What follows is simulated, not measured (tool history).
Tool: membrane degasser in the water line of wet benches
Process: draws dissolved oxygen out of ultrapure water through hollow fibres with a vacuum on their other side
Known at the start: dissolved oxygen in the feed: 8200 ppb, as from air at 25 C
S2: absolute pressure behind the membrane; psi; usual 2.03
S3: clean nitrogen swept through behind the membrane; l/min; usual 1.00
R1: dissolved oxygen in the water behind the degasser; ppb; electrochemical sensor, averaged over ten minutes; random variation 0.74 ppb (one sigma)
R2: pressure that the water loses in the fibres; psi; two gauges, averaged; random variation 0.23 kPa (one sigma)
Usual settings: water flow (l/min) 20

Run 1, hour 0.0: usual settings. Result: R1 459.6 ppb, R2 8.414 psi.
Run 2, hour 41.4: usual settings. Result: R1 460.7 ppb, R2 8.385 psi.
Run 3, hour 102.6: usual settings. Result: R1 461.8 ppb, R2 8.418 psi.
Run 4, hour 140.4: usual settings. Result: R1 460.6 ppb, R2 8.340 psi.
Run 5, hour 202.7: usual settings but water flow (l/min) 15. Result: R1 358.8 ppb, R2 6.344 psi.
Run 6, hour 236.9: usual settings but water flow (l/min) 15. Result: R1 357.7 ppb, R2 6.290 psi.
Run 7, hour 272.8: usual settings. Result: R1 461.8 ppb, R2 8.454 psi.
Run 8, hour 334.7: usual settings but water flow (l/min) 21. Result: R1 481.3 ppb, R2 8.881 psi.
Run 9, hour 395.6: usual settings but water flow (l/min) 21. Result: R1 481.6 ppb, R2 8.862 psi.
Run 10, hour 451.9: usual settings but S3 1.73 l/min. Result: R1 285.6 ppb, R2 8.422 psi.
Run 11, hour 498.0: usual settings. Result: R1 461.7 ppb, R2 8.492 psi.
Run 12, hour 538.8: usual settings but water flow (l/min) 25. Result: R1 558.1 ppb, R2 10.640 psi.
Run 13, hour 576.7: usual settings but water flow (l/min) 25. Result: R1 557.5 ppb, R2 10.628 psi.
Run 14, hour 622.0: usual settings but water flow (l/min) 25. Result: R1 558.0 ppb, R2 10.583 psi.
Run 15, hour 668.1: usual settings but water flow (l/min) 25. Result: R1 555.4 ppb, R2 10.683 psi.
Run 16, hour 719.9: usual settings but water flow (l/min) 25. Result: R1 558.6 ppb, R2 10.581 psi.
Run 17, hour 783.6: usual settings but water flow (l/min) 25. Result: R1 558.5 ppb, R2 10.647 psi.
Run 18, hour 839.5: usual settings but S3 1.28 l/min. Result: R1 372.6 ppb, R2 8.524 psi.
Run 19, hour 873.2: usual settings but S3 1.28 l/min. Result: R1 373.0 ppb, R2 8.514 psi.
At hour 906.9: gauge calibrated.
Run 20, hour 935.2: usual settings but S3 1.28 l/min. Result: R1 372.1 ppb, R2 8.354 psi.
Run 21, hour 981.1: usual settings but S3 1.12 l/min. Result: R1 418.8 ppb, R2 8.376 psi.
Run 22, hour 1033.0: usual settings but S2 2.47 psi, S3 1.42 l/min. Result: R1 430.3 ppb, R2 8.385 psi.
Run 23, hour 1091.6: usual settings but water flow (l/min) 16, S2 1.32 psi. Result: R1 211.3 ppb, R2 6.711 psi.
Run 24, hour 1149.6: usual settings but S2 4.90 psi, S3 0.93 l/min. Result: R1 1260.0 ppb, R2 8.480 psi.
Run 25, hour 1200.0: usual settings but S2 2.34 psi. Result: R1 543.7 ppb, R2 8.480 psi.
Run 26, hour 1240.4: usual settings but water flow (l/min) 16, S2 2.36 psi, S3 2.07 l/min. Result: R1 237.7 ppb, R2 6.840 psi.
Run 27, hour 1283.1: usual settings but water flow (l/min) 16, S2 4.55 psi, S3 0.77 l/min. Result: R1 1141.8 ppb, R2 6.779 psi.
Run 28, hour 1346.6: usual settings but water flow (l/min) 16, S2 4.55 psi, S3 0.77 l/min. Result: R1 1140.8 ppb, R2 6.770 psi.
Run 29, hour 1384.8: usual settings but water flow (l/min) 16, S2 4.55 psi, S3 0.77 l/min. Result: R1 1139.7 ppb, R2 6.798 psi.
Run 30, hour 1424.7: usual settings but water flow (l/min) 19, S3 1.91 l/min. Result: R1 248.6 ppb, R2 8.093 psi.
Run 31, hour 1466.9: usual settings but water flow (l/min) 19, S3 1.91 l/min. Result: R1 249.1 ppb, R2 8.092 psi.
At hour 1502.0: gauge calibrated.
Run 32, hour 1502.0: usual settings but water flow (l/min) 13, S2 1.57 psi, S3 0.72 l/min. Result: R1 300.4 ppb, R2 5.488 psi.

3 ways to go on from here, each from the tool as it stands after run 32. What would each give?
Run A, hour 1546.9: usual settings but S3 0.79 l/min. Result: R1 ?, R2 ?.
Run B, hour 1546.9: usual settings but water flow (l/min) 25, S2 3.02 psi, S3 2.82 l/min. Result: R1 ?, R2 ?.
Run C, hour 1546.9: usual settings but S3 1.68 l/min. Result: R1 ?, R2 ?.

run     R1      R2
  A  561.3   8.389
  B  362.7  10.578
  C  292.2   8.370
Without the tool's hidden state the same runs would have given:
run     R1      R2
  A  561.1   8.376
  B  362.5  10.560
  C  292.1   8.356

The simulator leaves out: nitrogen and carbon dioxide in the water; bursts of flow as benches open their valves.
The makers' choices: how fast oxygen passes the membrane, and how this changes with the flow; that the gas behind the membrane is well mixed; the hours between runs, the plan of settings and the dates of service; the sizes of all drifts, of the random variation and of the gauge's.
